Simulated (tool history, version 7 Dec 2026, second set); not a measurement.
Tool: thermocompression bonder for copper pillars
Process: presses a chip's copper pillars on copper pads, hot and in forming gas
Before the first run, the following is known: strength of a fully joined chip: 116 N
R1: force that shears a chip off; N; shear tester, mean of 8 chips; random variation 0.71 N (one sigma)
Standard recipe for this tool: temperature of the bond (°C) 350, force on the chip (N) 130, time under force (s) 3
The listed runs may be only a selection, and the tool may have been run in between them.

Run 1, hour 0: usual settings. Result: R1 49.1 N.
Run 2, hour 47.5: usual settings. Result: R1 51.5 N.
At hour 86.5: forming gas filter changed.
Run 3, hour 107: usual settings. Result: R1 51 N.
Run 4, hour 166: usual settings. Result: R1 50 N.
Run 5, hour 238.6: usual settings. Result: R1 49.7 N.
Run 6, hour 278.4: usual settings. Result: R1 49.4 N.
Run 7, hour 333.1: usual settings. Result: R1 50 N.
Run 8, hour 402.9: usual settings but force on the chip (N) 99. Result: R1 40.9 N.
Run 9, hour 460.8: usual settings. Result: R1 49.1 N.
At hour 488.7: forming gas filter changed.
Run 10, hour 518.9: usual settings but temperature of the bond (°C) 368, force on the chip (N) 122. Result: R1 58.9 N.
Run 11, hour 587.2: usual settings but temperature of the bond (°C) 368, force on the chip (N) 122. Result: R1 58.1 N.
Run 12, hour 623.6: usual settings but force on the chip (N) 78. Result: R1 34.3 N.
Run 13, hour 702.2: usual settings but force on the chip (N) 78. Result: R1 34.7 N.
Run 14, hour 765.2: usual settings but force on the chip (N) 178, time under force (s) 6. Result: R1 75.4 N.
Run 15, hour 803.9: usual settings but force on the chip (N) 178, time under force (s) 6. Result: R1 76.8 N.
Run 16, hour 860.6: usual settings but temperature of the bond (°C) 342, force on the chip (N) 158, time under force (s) 6. Result: R1 65.3 N.
At hour 890.6: forming gas filter changed.
Run 17, hour 937: usual settings but temperature of the bond (°C) 349, force on the chip (N) 176. Result: R1 59.8 N.

Each row is a separate what-if for the run after 17, all from the same tool condition, not one after another. Results?
Run A, hour 1010.2: usual settings but temperature of the bond (°C) 336, force on the chip (N) 103, time under force (s) 2. Result: R1 ?.
Run B, hour 1010.2: usual settings but temperature of the bond (°C) 358, force on the chip (N) 120, time under force (s) 4. Result: R1 ?.
Run C, hour 1010.2: usual settings but force on the chip (N) 91, time under force (s) 2. Result: R1 ?.
Run D, hour 1010.2: usual settings but temperature of the bond (°C) 349, force on the chip (N) 176, time under force (s) 7. Result: R1 ?.
Run E, hour 1010.2: usual settings but temperature of the bond (°C) 378, force on the chip (N) 176. Result: R1 ?.

run    R1
  A    30
  B  57.8
  C  33.3
  D  76.2
  E  79.2
With no hidden state in the tool, these same runs would have given:
run    R1
  A  30.2
  B  58.2
  C  33.5
  D  76.5
  E  79.5
